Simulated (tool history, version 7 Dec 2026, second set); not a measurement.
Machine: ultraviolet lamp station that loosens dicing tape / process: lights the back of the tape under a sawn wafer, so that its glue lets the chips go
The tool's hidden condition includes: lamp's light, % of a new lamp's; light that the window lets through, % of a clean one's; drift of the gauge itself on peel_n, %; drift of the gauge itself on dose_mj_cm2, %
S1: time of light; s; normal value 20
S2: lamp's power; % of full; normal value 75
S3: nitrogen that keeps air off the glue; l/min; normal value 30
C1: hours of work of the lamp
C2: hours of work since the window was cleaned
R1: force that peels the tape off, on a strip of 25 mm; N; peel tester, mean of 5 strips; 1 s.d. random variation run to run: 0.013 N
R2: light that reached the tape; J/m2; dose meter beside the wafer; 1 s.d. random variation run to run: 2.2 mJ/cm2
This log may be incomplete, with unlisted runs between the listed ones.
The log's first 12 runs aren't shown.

run,hour,S1,S2,S3,C1,C2,R1,R2
13,89.6,17,75,30,145,212,1.067,1430
14,99.2,17,75,30,150,218,1.096,1420
15,107.9,17,75,30,155,222,1.081,1420
16,116.7,27,66,30,159,227,0.564,1970
17,122.1,27,66,30,162,230,0.591,1990
18,131.8,20,94,9,168,235,1.023,2050
19,139.9,35,75,15,172,240,0.426,2830
20,145.8,35,92,17,175,243,0.317,3540
21,153.1,11,98,22,179,247,1.729,1180
22,157.4,11,98,22,181,249,1.659,1170
23,164,11,98,22,185,253,1.684,1120
24,173.7,17,75,42,190,258,1.006,1370
25,181.2,13,68,30,194,262,2.045,910
26,185.7,37,91,43,197,264,0.264,3600
27,191.2,33,90,20,200,267,0.325,3180
28,201.3,12,65,20,205,273,2.71,840
29,208.7,10,75,30,209,277,2.491,750
30,214.9,10,75,30,212,280,2.611,760

Each row is a separate what-if for the run after 30, all from the same tool condition, not one after another. Results?
A,223.9,16,61,58,217,285,?,?
B,223.9,10,75,18,217,285,?,?
C,223.9,31,75,30,217,285,?,?
D,223.9,38,75,30,217,285,?,?

run,R1,R2
A,1.47,1020
B,2.933,780
C,0.421,2490
D,0.312,3000
With the hidden condition removed and each run's random variation left untouched, the same runs would have given:
run,R1,R2
A,1.027,1260
B,2.319,970
C,0.317,3080
D,0.265,3720
